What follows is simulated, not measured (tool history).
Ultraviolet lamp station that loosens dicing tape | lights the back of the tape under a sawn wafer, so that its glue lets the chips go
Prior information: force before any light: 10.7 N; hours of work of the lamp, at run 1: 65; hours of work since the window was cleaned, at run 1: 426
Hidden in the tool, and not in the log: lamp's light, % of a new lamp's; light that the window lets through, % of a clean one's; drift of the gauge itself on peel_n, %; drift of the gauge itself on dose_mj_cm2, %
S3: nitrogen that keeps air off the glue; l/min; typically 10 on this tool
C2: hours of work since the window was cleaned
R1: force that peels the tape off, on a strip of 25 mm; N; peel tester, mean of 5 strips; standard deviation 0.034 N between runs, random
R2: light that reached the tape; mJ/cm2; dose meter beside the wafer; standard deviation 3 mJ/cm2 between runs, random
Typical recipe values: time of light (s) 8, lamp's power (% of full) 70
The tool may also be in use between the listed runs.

run 1 hour=0.0 | time_of_light_(s)=8 lamp's_power_(%_of_full)=70 S3=10 | hours_of_work_of_the_lamp=65 C2=426 | R1=2.207 R2=361
run 2 hour=11.4 | time_of_light_(s)=8 lamp's_power_(%_of_full)=95 S3=10 | hours_of_work_of_the_lamp=70 C2=431 | R1=1.424 R2=484
run 3 hour=21.9 | time_of_light_(s)=8 lamp's_power_(%_of_full)=95 S3=10 | hours_of_work_of_the_lamp=75 C2=436 | R1=1.391 R2=488
run 4 hour=30.6 | time_of_light_(s)=8 lamp's_power_(%_of_full)=95 S3=10 | hours_of_work_of_the_lamp=79 C2=440 | R1=1.443 R2=485
run 5 hour=43.8 | time_of_light_(s)=8 lamp's_power_(%_of_full)=95 S3=10 | hours_of_work_of_the_lamp=85 C2=447 | R1=1.386 R2=480
run 6 hour=49.8 | time_of_light_(s)=8 lamp's_power_(%_of_full)=70 S3=10 | hours_of_work_of_the_lamp=88 C2=449 | R1=2.335 R2=350
run 7 hour=62.0 | time_of_light_(s)=8 lamp's_power_(%_of_full)=84 S3=10 | hours_of_work_of_the_lamp=94 C2=455 | R1=1.785 R2=425
run 8 hour=70.8 | time_of_light_(s)=8 lamp's_power_(%_of_full)=87 S3=10 | hours_of_work_of_the_lamp=98 C2=459 | R1=1.738 R2=434
run 9 hour=79.7 | time_of_light_(s)=8 lamp's_power_(%_of_full)=74 S3=10 | hours_of_work_of_the_lamp=102 C2=463 | R1=2.154 R2=368
run 10 hour=92.8 | time_of_light_(s)=8 lamp's_power_(%_of_full)=70 S3=10 | hours_of_work_of_the_lamp=109 C2=470 | R1=2.354 R2=352
run 11 hour=106.1 | time_of_light_(s)=7 lamp's_power_(%_of_full)=75 S3=15 | hours_of_work_of_the_lamp=115 C2=476 | R1=2.327 R2=330
run 12 hour=117.6 | time_of_light_(s)=4 lamp's_power_(%_of_full)=63 S3=4 | hours_of_work_of_the_lamp=120 C2=481 | R1=6.143 R2=155
run 13 hour=124.3 | time_of_light_(s)=6 lamp's_power_(%_of_full)=86 S3=5 | hours_of_work_of_the_lamp=123 C2=485 | R1=3.335 R2=315
-- hour=125.6 window cleaned of glue's vapour
run 14 hour=136.5 | time_of_light_(s)=6 lamp's_power_(%_of_full)=62 S3=3 | hours_of_work_of_the_lamp=129 C2=5 | R1=5.299 R2=203
run 15 hour=143.3 | time_of_light_(s)=5 lamp's_power_(%_of_full)=94 S3=10 | hours_of_work_of_the_lamp=132 C2=8 | R1=3.459 R2=257
run 16 hour=151.0 | time_of_light_(s)=5 lamp's_power_(%_of_full)=94 S3=10 | hours_of_work_of_the_lamp=136 C2=12 | R1=3.463 R2=259
run 17 hour=156.9 | time_of_light_(s)=5 lamp's_power_(%_of_full)=94 S3=10 | hours_of_work_of_the_lamp=139 C2=15 | R1=3.563 R2=253
run 18 hour=168.5 | time_of_light_(s)=5 lamp's_power_(%_of_full)=94 S3=10 | hours_of_work_of_the_lamp=144 C2=20 | R1=3.635 R2=257
run 19 hour=174.5 | time_of_light_(s)=12 lamp's_power_(%_of_full)=95 S3=10 | hours_of_work_of_the_lamp=147 C2=23 | R1=0.869 R2=616

Forecast each of these 4 alternatives for the next run:
-- hour=185.0 window cleaned of glue's vapour, once more
run A hour=188.7 | time_of_light_(s)=8 lamp's_power_(%_of_full)=89 S3=9 | hours_of_work_of_the_lamp=153 C2=2 | R1=? R2=?
-- hour=185.0 window cleaned of glue's vapour, once more
run B hour=188.7 | time_of_light_(s)=12 lamp's_power_(%_of_full)=95 S3=4 | hours_of_work_of_the_lamp=153 C2=2 | R1=? R2=?
-- hour=185.0 window cleaned of glue's vapour, once more
run C hour=188.7 | time_of_light_(s)=7 lamp's_power_(%_of_full)=62 S3=4 | hours_of_work_of_the_lamp=153 C2=2 | R1=? R2=?
-- hour=185.0 window cleaned of glue's vapour, once more
run D hour=188.7 | time_of_light_(s)=5 lamp's_power_(%_of_full)=94 S3=4 | hours_of_work_of_the_lamp=153 C2=2 | R1=? R2=?

run=A R1=1.236 R2=525
run=B R1=0.701 R2=846
run=C R1=3.557 R2=323
run=D R1=3.123 R2=343
Had the tool no hidden state, the same runs would have come out as:
run=A R1=1.103 R2=556
run=B R1=0.617 R2=897
run=C R1=3.334 R2=342
run=D R1=2.913 R2=364
